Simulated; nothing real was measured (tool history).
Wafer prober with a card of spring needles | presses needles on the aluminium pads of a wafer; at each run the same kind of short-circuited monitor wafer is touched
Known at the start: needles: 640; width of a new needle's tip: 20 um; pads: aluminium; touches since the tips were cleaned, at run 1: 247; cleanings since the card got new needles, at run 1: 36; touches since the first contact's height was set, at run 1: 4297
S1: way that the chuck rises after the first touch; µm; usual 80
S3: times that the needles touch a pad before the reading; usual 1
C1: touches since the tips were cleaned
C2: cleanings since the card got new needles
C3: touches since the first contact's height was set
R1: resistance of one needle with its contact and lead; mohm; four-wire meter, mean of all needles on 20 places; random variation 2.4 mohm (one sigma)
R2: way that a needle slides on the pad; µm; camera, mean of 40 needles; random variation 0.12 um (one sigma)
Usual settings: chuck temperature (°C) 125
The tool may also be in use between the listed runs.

{"run": 1, "day": 0.0, "S1": 80, "chuck temperature (°C)": 125, "S3": 1, "C1": 247, "C2": 36, "C3": 4297, "R1": 267, "R2": 15.75}
{"day": 0.229, "done": "tips cleaned on abrasive film"}
{"day": 0.512, "done": "tips cleaned on abrasive film"}
{"run": 2, "day": 0.604, "S1": 80, "chuck temperature (°C)": 125, "S3": 1, "C1": 754, "C2": 38, "C3": 9200, "R1": 264, "R2": 15.44}
{"day": 0.775, "done": "tips cleaned on abrasive film"}
{"day": 1.054, "done": "tips cleaned on abrasive film"}
{"day": 1.329, "done": "tips cleaned on abrasive film"}
{"run": 3, "day": 1.517, "S1": 80, "chuck temperature (°C)": 125, "S3": 1, "C1": 1546, "C2": 41, "C3": 16596, "R1": 265, "R2": 15.7}
{"day": 1.583, "done": "tips cleaned on abrasive film"}
{"day": 1.883, "done": "tips cleaned on abrasive film"}
{"run": 4, "day": 1.929, "S1": 80, "chuck temperature (°C)": 125, "S3": 1, "C1": 405, "C2": 43, "C3": 19941, "R1": 264, "R2": 15.48}
{"day": 2.162, "done": "tips cleaned on abrasive film"}
{"day": 2.471, "done": "tips cleaned on abrasive film"}
{"run": 5, "day": 2.529, "S1": 80, "chuck temperature (°C)": 125, "S3": 1, "C1": 502, "C2": 45, "C3": 24796, "R1": 269, "R2": 15.72}
{"day": 2.75, "done": "tips cleaned on abrasive film"}
{"day": 3.029, "done": "tips cleaned on abrasive film"}
{"day": 3.333, "done": "tips cleaned on abrasive film"}
{"run": 6, "day": 3.367, "S1": 80, "chuck temperature (°C)": 125, "S3": 1, "C1": 263, "C2": 48, "C3": 31562, "R1": 267, "R2": 15.51}
{"day": 3.604, "done": "tips cleaned on abrasive film"}
{"day": 3.896, "done": "tips cleaned on abrasive film"}
{"run": 7, "day": 4.062, "S1": 80, "chuck temperature (°C)": 26, "S3": 1, "C1": 1381, "C2": 50, "C3": 37237, "R1": 243, "R2": 15.59}
{"day": 4.179, "done": "tips cleaned on abrasive film"}
{"day": 4.45, "done": "tips cleaned on abrasive film"}
{"day": 4.729, "done": "tips cleaned on abrasive film"}
{"run": 8, "day": 4.821, "S1": 80, "chuck temperature (°C)": 26, "S3": 1, "C1": 763, "C2": 53, "C3": 43375, "R1": 246, "R2": 15.58}
{"day": 5.008, "done": "tips cleaned on abrasive film"}
{"day": 5.283, "done": "tips cleaned on abrasive film"}
{"day": 5.562, "done": "tips cleaned on abrasive film"}
{"run": 9, "day": 5.729, "S1": 80, "chuck temperature (°C)": 26, "S3": 1, "C1": 1357, "C2": 56, "C3": 50720, "R1": 240, "R2": 15.62}
{"day": 5.833, "done": "tips cleaned on abrasive film"}
{"day": 6.121, "done": "tips cleaned on abrasive film"}
{"run": 10, "day": 6.183, "S1": 80, "chuck temperature (°C)": 109, "S3": 1, "C1": 516, "C2": 58, "C3": 54405, "R1": 261, "R2": 15.54}
{"day": 6.375, "done": "tips cleaned on abrasive film"}
{"day": 6.662, "done": "tips cleaned on abrasive film"}
{"run": 11, "day": 6.896, "S1": 80, "chuck temperature (°C)": 109, "S3": 1, "C1": 1902, "C2": 60, "C3": 60186, "R1": 264, "R2": 15.67}
{"day": 6.946, "done": "tips cleaned on abrasive film"}
{"day": 7.238, "done": "tips cleaned on abrasive film"}
{"run": 12, "day": 7.425, "S1": 80, "chuck temperature (°C)": 125, "S3": 1, "C1": 1563, "C2": 62, "C3": 64487, "R1": 268, "R2": 15.77}
{"day": 7.533, "done": "tips cleaned on abrasive film"}
{"day": 7.825, "done": "tips cleaned on abrasive film"}
{"day": 8.083, "done": "tips cleaned on abrasive film"}
{"run": 13, "day": 8.083, "S1": 80, "chuck temperature (°C)": 125, "S3": 1, "C1": 0, "C2": 65, "C3": 69789, "R1": 270, "R2": 15.57}
{"day": 8.392, "done": "tips cleaned on abrasive film"}
{"day": 8.696, "done": "tips cleaned on abrasive film"}
{"day": 8.988, "done": "tips cleaned on abrasive film"}
{"run": 14, "day": 8.988, "S1": 80, "chuck temperature (°C)": 125, "S3": 1, "C1": 0, "C2": 68, "C3": 77117, "R1": 264, "R2": 15.68}
{"day": 9.254, "done": "tips cleaned on abrasive film"}
{"day": 9.542, "done": "tips cleaned on abrasive film"}
{"day": 9.671, "done": "height of the first contact set anew"}
{"day": 9.821, "done": "tips cleaned on abrasive film"}
{"run": 15, "day": 9.821, "S1": 80, "chuck temperature (°C)": 33, "S3": 1, "C1": 0, "C2": 71, "C3": 1205, "R1": 238, "R2": 15.67}
{"day": 10.129, "done": "tips cleaned on abrasive film"}
{"run": 16, "day": 10.279, "S1": 80, "chuck temperature (°C)": 125, "S3": 2, "C1": 1228, "C2": 72, "C3": 4926, "R1": 267, "R2": 15.52}
{"day": 10.404, "done": "tips cleaned on abrasive film"}
{"day": 10.675, "done": "tips cleaned on abrasive film"}
{"run": 17, "day": 10.912, "S1": 80, "chuck temperature (°C)": 125, "S3": 2, "C1": 1968, "C2": 74, "C3": 10090, "R1": 270, "R2": 15.71}
{"day": 10.979, "done": "tips cleaned on abrasive film"}
{"day": 11.279, "done": "tips cleaned on abrasive film"}
{"run": 18, "day": 11.512, "S1": 80, "chuck temperature (°C)": 125, "S3": 3, "C1": 1920, "C2": 76, "C3": 14958, "R1": 269, "R2": 15.76}
{"day": 11.579, "done": "tips cleaned on abrasive film"}
{"day": 11.888, "done": "tips cleaned on abrasive film"}
{"run": 19, "day": 12.108, "S1": 88, "chuck temperature (°C)": 102, "S3": 1, "C1": 1828, "C2": 78, "C3": 19785, "R1": 258, "R2": 17.33}
{"day": 12.158, "done": "tips cleaned on abrasive film"}
{"day": 12.45, "done": "tips cleaned on abrasive film"}
{"day": 12.738, "done": "tips cleaned on abrasive film"}
{"run": 20, "day": 12.838, "S1": 88, "chuck temperature (°C)": 102, "S3": 1, "C1": 813, "C2": 81, "C3": 25656, "R1": 254, "R2": 17.48}
{"day": 13.021, "done": "tips cleaned on abrasive film"}
{"run": 21, "day": 13.217, "S1": 77, "chuck temperature (°C)": 125, "S3": 1, "C1": 1588, "C2": 82, "C3": 28741, "R1": 270, "R2": 15.2}
{"day": 13.279, "done": "tips cleaned on abrasive film"}
{"day": 13.567, "done": "tips cleaned on abrasive film"}
{"day": 13.842, "done": "tips cleaned on abrasive film"}
{"run": 22, "day": 13.929, "S1": 77, "chuck temperature (°C)": 125, "S3": 1, "C1": 701, "C2": 85, "C3": 34499, "R1": 269, "R2": 14.98}
{"day": 14.125, "done": "tips cleaned on abrasive film"}
{"day": 14.379, "done": "tips cleaned on abrasive film"}
{"run": 23, "day": 14.379, "S1": 77, "chuck temperature (°C)": 32, "S3": 1, "C1": 0, "C2": 87, "C3": 38158, "R1": 243, "R2": 15.19}
{"day": 14.638, "done": "tips cleaned on abrasive film"}
{"day": 14.917, "done": "tips cleaned on abrasive film"}
{"run": 24, "day": 15.129, "S1": 64, "chuck temperature (°C)": 115, "S3": 1, "C1": 1761, "C2": 89, "C3": 44243, "R1": 274, "R2": 12.59}

The next listed run, before its measurement:
{"day": 15.192, "done": "tips cleaned on abrasive film"}
{"day": 15.471, "done": "tips cleaned on abrasive film"}
{"day": 15.758, "done": "tips cleaned on abrasive film"}
{"run": 25, "day": 15.925, "S1": 64, "chuck temperature (°C)": 115, "S3": 1, "C1": 1393, "C2": 92, "C3": 50701, "R1": "?", "R2": "?"}

Run 25 gave R1 268 mohm, R2 12.46 µm.
Without the tool's hidden state the same run would have given R1 267 mohm, R2 12.47 µm.
